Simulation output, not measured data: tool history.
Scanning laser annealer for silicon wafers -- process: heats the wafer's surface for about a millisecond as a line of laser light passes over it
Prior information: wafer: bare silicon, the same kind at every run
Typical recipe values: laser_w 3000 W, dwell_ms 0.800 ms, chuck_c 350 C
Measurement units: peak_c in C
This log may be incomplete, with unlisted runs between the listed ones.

run,hour,laser_w,dwell_ms,chuck_c,peak_c
1,0.0,3000,0.800,350,1100
2,10.6,3000,0.800,350,1098
3,21.9,3000,0.800,350,1103
4,40.3,3000,0.800,350,1099
5,63.0,3000,0.800,386,1135
6,77.4,3070,0.800,350,1122
7,103.0,3000,0.800,350,1098
8,117.9,3000,0.800,350,1096
9,143.6,3000,0.800,350,1096
10,167.3,3000,0.800,312,1054
11,178.6,3000,0.800,312,1056
12,189.8,3000,0.800,350,1092
13,203.2,3000,0.800,350,1094
14,224.6,3000,0.800,350,1091
15,248.5,3000,0.800,350,1088
16,276.1,2631,0.800,350,997
17,297.1,2631,0.800,339,987
18,318.1,2631,0.800,339,990
19,334.1,3000,0.800,350,1101
20,351.6,3000,0.800,350,1100
21,377.2,3279,0.869,350,1209
22,390.3,3279,0.869,350,1208
23,415.3,3252,0.800,350,1169
24,432.2,3252,0.800,350,1169
25,456.6,2674,0.628,380,971
26,468.4,3253,0.628,325,1062
27,487.2,2689,0.949,374,1081
28,504.9,2890,0.941,356,1120
29,528.1,3135,0.961,325,1166
30,541.5,3129,0.831,329,1119
31,558.7,3129,0.831,329,1122
32,574.4,2766,0.880,355,1060
33,588.7,3017,0.809,355,1101
34,601.0,3187,0.809,350,1144
35,626.3,2740,0.613,351,943
36,643.7,2740,0.613,382,972
37,661.9,2819,0.776,376,1051
38,684.3,3217,0.800,311,1106
39,708.3,2907,0.800,355,1062
40,720.1,3000,0.760,326,1042

Put back what was entered between runs (1 entry, withheld): which listed runs does each sit between, and how does the hidden state differ from the listed run before to the listed run after?
Runs 15 to 16: optics aligned, line set to its width (hour 266.0)
  light that passes the window, % of a clean one's: 98.09 -> 97.98; width of the line over the set one, %: 2.99 -> 0.18
  measured less the result without the state, peak_c: -33 -> -15 C

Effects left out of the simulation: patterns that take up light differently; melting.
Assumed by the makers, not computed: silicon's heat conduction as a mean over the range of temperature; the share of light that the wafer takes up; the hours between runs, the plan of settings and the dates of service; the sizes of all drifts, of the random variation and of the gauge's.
